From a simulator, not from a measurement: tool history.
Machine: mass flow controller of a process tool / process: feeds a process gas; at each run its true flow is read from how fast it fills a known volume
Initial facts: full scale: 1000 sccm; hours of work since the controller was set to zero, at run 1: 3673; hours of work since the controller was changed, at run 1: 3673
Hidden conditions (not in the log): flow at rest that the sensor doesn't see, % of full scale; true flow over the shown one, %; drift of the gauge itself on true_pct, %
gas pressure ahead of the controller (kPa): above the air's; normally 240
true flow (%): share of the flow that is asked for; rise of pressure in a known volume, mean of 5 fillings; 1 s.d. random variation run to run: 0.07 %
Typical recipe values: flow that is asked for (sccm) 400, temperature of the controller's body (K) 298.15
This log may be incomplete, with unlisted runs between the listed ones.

run,hour,flow that is asked for (sccm),gas pressure ahead of the controller (kPa),temperature of the controller's body (K),hours of work since the controller was set to zero,hours of work since the controller was changed,true flow (%)
1,0.0,400,240,298.15,3673,3673,99.20
2,338.2,400,240,294.15,3943,3943,98.71
3,532.8,400,240,298.15,4098,4098,98.88
4,684.3,400,240,298.15,4219,4219,98.71
5,900.1,400,240,298.15,4392,4392,98.62
6,1122.7,400,240,304.15,4569,4569,98.96
7,1405.4,400,240,304.15,4795,4795,98.79
8,1589.8,400,240,304.15,4942,4942,98.70
9,1890.3,400,240,304.15,5182,5182,98.46
10,2162.9,485,240,298.15,5400,5400,98.05
11,2456.2,400,240,298.15,5634,5634,97.60
12,2646.7,400,240,309.15,5786,5786,98.58
13,2961.0,400,240,309.15,6037,6037,98.58
14,3329.8,861,240,309.15,6332,6332,99.06
15,3653.8,134,240,309.15,6591,6591,97.64
16,3916.8,400,240,298.15,6801,6801,96.84
# hour 4008.4: gauge calibrated
17,4224.5,400,240,298.15,7047,7047,99.05
18,4450.3,400,240,298.15,7227,7227,98.92
# hour 4472.5: controller's zero set anew
19,4755.0,400,240,298.15,226,7470,98.63
20,4924.0,246,240,298.15,361,7605,98.30
21,5226.3,246,240,298.15,602,7846,98.23
22,5564.5,246,240,298.15,872,8116,97.90
23,5821.0,400,145,298.15,1077,8321,97.29
24,6171.6,400,145,298.15,1357,8601,97.08
25,6426.5,400,204,298.15,1561,8805,97.49
26,6640.2,330,240,312.15,1731,8976,98.78
27,7004.7,330,240,312.15,2022,9267,98.40
28,7299.3,131,204,298.15,2258,9502,96.48
29,7506.5,418,193,294.15,2423,9667,96.33
30,7699.4,418,193,294.15,2577,9821,96.27
31,8053.2,418,193,294.15,2860,10104,96.15
32,8286.0,418,156,294.15,3046,10290,95.69
33,8565.8,862,240,307.15,3269,10513,98.08
34,8733.5,400,159,301.15,3403,10647,95.98
# hour 8782.3: gauge calibrated
35,8972.3,109,240,298.15,3594,10838,98.54
36,9170.9,400,240,299.15,3752,10997,99.02
37,9518.7,400,240,299.15,4030,11274,99.01
38,9852.4,255,225,293.15,4297,11541,97.64
# hour 9904.2: controller exchanged for a calibrated one
39,10070.8,255,225,293.15,133,133,97.38
40,10366.0,575,240,298.15,369,369,98.50
41,10663.5,227,217,313.15,606,606,98.94
42,10993.7,166,177,295.15,870,870,96.59
43,11222.4,410,240,312.15,1053,1053,99.02
44,11569.8,327,240,298.15,1330,1330,97.38
45,11746.4,115,240,309.15,1471,1471,97.90
46,12042.2,418,240,299.15,1708,1708,97.25
47,12267.1,501,251,300.15,1887,1887,97.58
# hour 12497.3: gauge calibrated
48,12568.0,172,214,300.15,2127,2127,98.65

Consider 3 possible next runs. They are alternatives, not a sequence: every one starts from the tool as it was left by run 48. What does each give?
A,12932.7,119,192,296.15,2419,2419,?
B,12932.7,172,205,300.15,2419,2419,?
C,12932.7,210,199,300.15,2419,2419,?

run,true flow (%)
A,97.82
B,98.37
C,98.35
Without the tool's hidden state the same runs would have given:
run,true flow (%)
A,98.06
B,98.62
C,98.60
